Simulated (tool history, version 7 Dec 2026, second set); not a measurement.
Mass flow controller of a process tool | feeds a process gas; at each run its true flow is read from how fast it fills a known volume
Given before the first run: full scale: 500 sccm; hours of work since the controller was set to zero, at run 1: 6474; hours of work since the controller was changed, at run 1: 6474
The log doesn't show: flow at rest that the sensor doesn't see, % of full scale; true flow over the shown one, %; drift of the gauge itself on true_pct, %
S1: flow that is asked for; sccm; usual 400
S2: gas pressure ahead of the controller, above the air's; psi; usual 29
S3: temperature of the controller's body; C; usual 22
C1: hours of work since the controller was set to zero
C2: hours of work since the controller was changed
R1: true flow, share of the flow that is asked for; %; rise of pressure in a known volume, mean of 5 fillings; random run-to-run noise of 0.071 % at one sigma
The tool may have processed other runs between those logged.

| run | hour | S1 | S2 | S3 | C1 | C2 | R1 |
|---|---|---|---|---|---|---|---|
| 1 | 0 | 400 | 29 | 22 | 6474 | 6474 | 94.22 |
| 2 | 65.6 | 400 | 29 | 22 | 6519 | 6519 | 94.05 |
| 3 | 167.5 | 400 | 29 | 22 | 6588 | 6588 | 94.05 |
| 4 | 251.2 | 400 | 29 | 22 | 6646 | 6646 | 94.07 |
| 5 | 358 | 59 | 29 | 22 | 6719 | 6719 | 84.58 |
| 6 | 475.8 | 59 | 29 | 22 | 6800 | 6800 | 84.4 |
| 7 | 551.6 | 59 | 29 | 22 | 6852 | 6852 | 84.27 |
| 8 | 625.4 | 59 | 29 | 22 | 6902 | 6902 | 84.17 |
| 9 | 726.9 | 59 | 26.7 | 22 | 6972 | 6972 | 84.14 |
| 10 | 807.3 | 59 | 26.7 | 22 | 7027 | 7027 | 84.05 |
| 11 | 880.6 | 59 | 26.7 | 22 | 7077 | 7077 | 83.86 |
| 12 | 945.3 | 59 | 26.7 | 22 | 7121 | 7121 | 83.8 |
| 13 | 1031.9 | 59 | 26.7 | 22 | 7181 | 7181 | 83.78 |
| 14 | 1159.3 | 59 | 26.7 | 22 | 7268 | 7268 | 83.67 |
|  | 1206.6 | controller exchanged for a calibrated one |
| 15 | 1287 | 400 | 29 | 31 | 55 | 55 | 99.75 |
| 16 | 1346.3 | 400 | 29 | 31 | 96 | 96 | 99.89 |
| 17 | 1448.7 | 93 | 29 | 31 | 166 | 166 | 98.55 |
| 18 | 1507 | 93 | 29 | 31 | 206 | 206 | 98.49 |
| 19 | 1605.3 | 93 | 29 | 31 | 273 | 273 | 98.46 |
| 20 | 1695.3 | 400 | 29 | 22 | 335 | 335 | 99.33 |
| 21 | 1757.8 | 400 | 29 | 22 | 378 | 378 | 99.36 |
| 22 | 1862.8 | 400 | 29 | 22 | 450 | 450 | 99.19 |
| 23 | 1980.9 | 400 | 29 | 22 | 530 | 530 | 99.05 |
| 24 | 2070.3 | 400 | 29 | 22 | 592 | 592 | 99.1 |
| 25 | 2144.8 | 400 | 29 | 22 | 643 | 643 | 99.11 |
| 26 | 2244 | 400 | 29 | 22 | 711 | 711 | 98.92 |
| 27 | 2335.8 | 400 | 29 | 22 | 774 | 774 | 99.08 |
| 28 | 2462.8 | 400 | 29 | 22 | 861 | 861 | 98.93 |
| 29 | 2573.4 | 84 | 34.2 | 37 | 936 | 936 | 97.39 |
| 30 | 2679.7 | 105 | 34.2 | 37 | 1009 | 1009 | 97.44 |
| 31 | 2745.2 | 400 | 32.5 | 24 | 1054 | 1054 | 98.67 |
| 32 | 2822.8 | 400 | 32.5 | 24 | 1107 | 1107 | 98.67 |
| 33 | 2876.8 | 400 | 32.5 | 24 | 1144 | 1144 | 98.74 |
| 34 | 2938 | 465 | 32.5 | 27 | 1186 | 1186 | 99 |
| 35 | 3024 | 345 | 29 | 29 | 1245 | 1245 | 98.61 |
| 36 | 3145.8 | 400 | 29 | 35 | 1329 | 1329 | 98.97 |
| 37 | 3259.1 | 400 | 33.4 | 22 | 1406 | 1406 | 98.27 |
| 38 | 3314.1 | 400 | 33.4 | 22 | 1444 | 1444 | 98.32 |
| 39 | 3432.1 | 63 | 25.7 | 23 | 1525 | 1525 | 95.68 |
| 40 | 3499.4 | 63 | 25.7 | 23 | 1571 | 1571 | 95.46 |
| 41 | 3584 | 261 | 24.5 | 32 | 1629 | 1629 | 98.09 |
| 42 | 3659.1 | 400 | 33.2 | 35 | 1680 | 1680 | 98.53 |
| 43 | 3785.1 | 400 | 23.1 | 30 | 1767 | 1767 | 98.53 |
| 44 | 3843.2 | 88 | 24.9 | 29 | 1806 | 1806 | 96.1 |
| 45 | 3930.5 | 58 | 31.8 | 29 | 1866 | 1866 | 94.97 |
| 46 | 3988.1 | 417 | 39.2 | 23 | 1906 | 1906 | 98.06 |
| 47 | 4103.6 | 359 | 39.2 | 23 | 1985 | 1985 | 97.76 |
| 48 | 4181.4 | 55 | 30.9 | 31 | 2038 | 2038 | 94.51 |

What if the next run were any one of these 4? Each begins from the tool's condition after run 48:
| A | 4243.1 | 376 | 21.8 | 29 | 2080 | 2080 | ? |
| B | 4243.1 | 55 | 20.3 | 31 | 2080 | 2080 | ? |
| C | 4243.1 | 218 | 40.5 | 30 | 2080 | 2080 | ? |
| D | 4243.1 | 55 | 21.8 | 25 | 2080 | 2080 | ? |

| run | R1 |
|---|---|
| A | 98.18 |
| B | 94.63 |
| C | 97.04 |
| D | 94.37 |
Had the tool no hidden state, the same runs would have come out as:
| run | R1 |
|---|---|
| A | 99.85 |
| B | 99.02 |
| C | 99.04 |
| D | 98.76 |
